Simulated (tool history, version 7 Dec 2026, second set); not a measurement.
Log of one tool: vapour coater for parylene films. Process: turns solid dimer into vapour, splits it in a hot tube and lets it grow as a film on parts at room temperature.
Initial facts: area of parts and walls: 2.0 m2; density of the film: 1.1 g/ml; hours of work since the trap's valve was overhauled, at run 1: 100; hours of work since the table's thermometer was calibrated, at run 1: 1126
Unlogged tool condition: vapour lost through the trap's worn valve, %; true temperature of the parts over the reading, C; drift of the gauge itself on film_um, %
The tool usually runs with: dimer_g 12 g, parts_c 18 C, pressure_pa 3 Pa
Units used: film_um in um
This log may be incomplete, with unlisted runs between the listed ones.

run   hour  dimer_g  parts_c  pressure_pa  hours of work since the trap's valve was overhauled  hours of work since the table's thermometer was calibrated  film_um
  1      0       12       18            3                                                  100                                                        1126     2.94
  2     18       12       18            3                                                  115                                                        1141     2.93
  3     55       12       18            3                                                  146                                                        1172     2.95
  4   81.7       12       18            3                                                  168                                                        1194     2.94
  5  103.6       12       18            3                                                  186                                                        1212     2.96
  6    130       12       18        10.38                                                  208                                                        1234     2.55
  7    153       12       18        10.38                                                  227                                                        1253     2.54
  8  183.9       12       18        10.38                                                  253                                                        1278     2.57
  9  201.1       12       18        10.38                                                  267                                                        1292     2.56
 10  236.1       12       18        10.38                                                  296                                                        1321     2.57
 11  259.6       12       18        10.38                                                  315                                                        1341     2.56
 12    288       12       18        10.38                                                  339                                                        1364     2.56
     315.6  -- trap's valve overhauled
 13  321.8       14       18            3                                                    5                                                        1389      3.5
 14  355.5       18       18         3.34                                                   33                                                        1417     4.44
 15  392.3       12       13         8.81                                                   63                                                        1447     3.34
 16  412.8        9       18            3                                                   80                                                        1464     2.26
 17  446.1        9       18            3                                                  108                                                        1492     2.26
 18  467.2        6       11         2.73                                                  125                                                        1509     2.13
 19  491.1       14       16            3                                                  145                                                        1529     3.87
     502.2  -- gauge calibrated
 20  508.7       14       16            3                                                  160                                                        1543     3.78
 21  535.2       18       18            3                                                  182                                                        1565     4.42
 22  551.9       18       11         8.95                                                  195                                                        1579     5.39
 23    567       10       13         3.66                                                  208                                                        1592     3.01
     571.2  -- table's thermometer calibrated
 24    592        5       20         8.03                                                  228                                                          17     0.98
 25  612.1        5       20         8.01                                                  244                                                          34        1

3 options for the next run, each taken on its own from the tool as it stands now. Forecast them:
  A  640.3        8       10         8.73                                                  268                                                          57        ?
  B  640.3        5       18            3                                                  268                                                          57        ?
  C  640.3       12       18         7.78                                                  268                                                          57        ?

run  film_um
  A     2.56
  B     1.23
  C     2.64
With the hidden condition removed and each run's random variation left untouched, the same runs would have given:
run  film_um
  A     2.55
  B     1.22
  C     2.62
